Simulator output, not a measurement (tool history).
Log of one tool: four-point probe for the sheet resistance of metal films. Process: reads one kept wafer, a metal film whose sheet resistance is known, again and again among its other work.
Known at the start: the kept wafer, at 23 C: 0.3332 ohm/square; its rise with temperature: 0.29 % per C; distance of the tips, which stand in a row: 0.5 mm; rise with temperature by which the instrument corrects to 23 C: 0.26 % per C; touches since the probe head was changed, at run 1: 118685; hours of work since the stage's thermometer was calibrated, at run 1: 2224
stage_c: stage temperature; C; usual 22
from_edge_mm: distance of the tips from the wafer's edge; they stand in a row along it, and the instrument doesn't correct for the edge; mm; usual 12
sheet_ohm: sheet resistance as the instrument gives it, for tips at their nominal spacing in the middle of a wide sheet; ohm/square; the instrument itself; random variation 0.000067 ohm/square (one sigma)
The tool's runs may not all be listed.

| run | hour | stage_c | from_edge_mm | touches since the probe head was changed | hours of work since the stage's thermometer was calibrated | sheet_ohm |
|---|---|---|---|---|---|---|
| 1 | 0 | 22 | 12 | 118685 | 2224 | 0.335022 |
| 2 | 80.7 | 22 | 12 | 121476 | 2262 | 0.335145 |
| 3 | 188.4 | 22 | 12 | 125198 | 2312 | 0.335107 |
| 4 | 277.7 | 22 | 12 | 128284 | 2354 | 0.335321 |
| 5 | 336.9 | 22 | 12 | 130332 | 2381 | 0.335236 |
| 6 | 404.8 | 22 | 12 | 132679 | 2413 | 0.335343 |
| 7 | 514.4 | 22 | 12 | 136467 | 2464 | 0.335423 |
| 8 | 590.2 | 22 | 12 | 139088 | 2499 | 0.335376 |
| 9 | 682.3 | 22 | 35 | 142270 | 2542 | 0.33527 |
| 10 | 788.4 | 26 | 12 | 145939 | 2591 | 0.336003 |
|  | 806.6 | stage's thermometer calibrated |
| 11 | 841.2 | 34 | 54 | 147746 | 16 | 0.335664 |
| 12 | 888.5 | 27 | 5 | 149382 | 38 | 0.336746 |
| 13 | 958.4 | 27 | 41 | 151799 | 71 | 0.335024 |
| 14 | 1009.1 | 18 | 14 | 153550 | 94 | 0.334239 |
| 15 | 1102.9 | 25 | 69 | 156795 | 138 | 0.334792 |
| 16 | 1168.4 | 25 | 69 | 159057 | 168 | 0.334838 |
| 17 | 1268.7 | 25 | 69 | 162525 | 215 | 0.33508 |
| 18 | 1326.2 | 25 | 11 | 164515 | 242 | 0.335457 |
| 19 | 1378.5 | 29 | 25 | 166323 | 266 | 0.335504 |

Run 20 comes next. What will it give?
| 20 | 1486 | 31 | 12 | 170038 | 316 | ? |

{"run 20": {"sheet_ohm": 0.336103}}
Without the tool's hidden state the same run would have given sheet_ohm 0.334379 ohm/square.
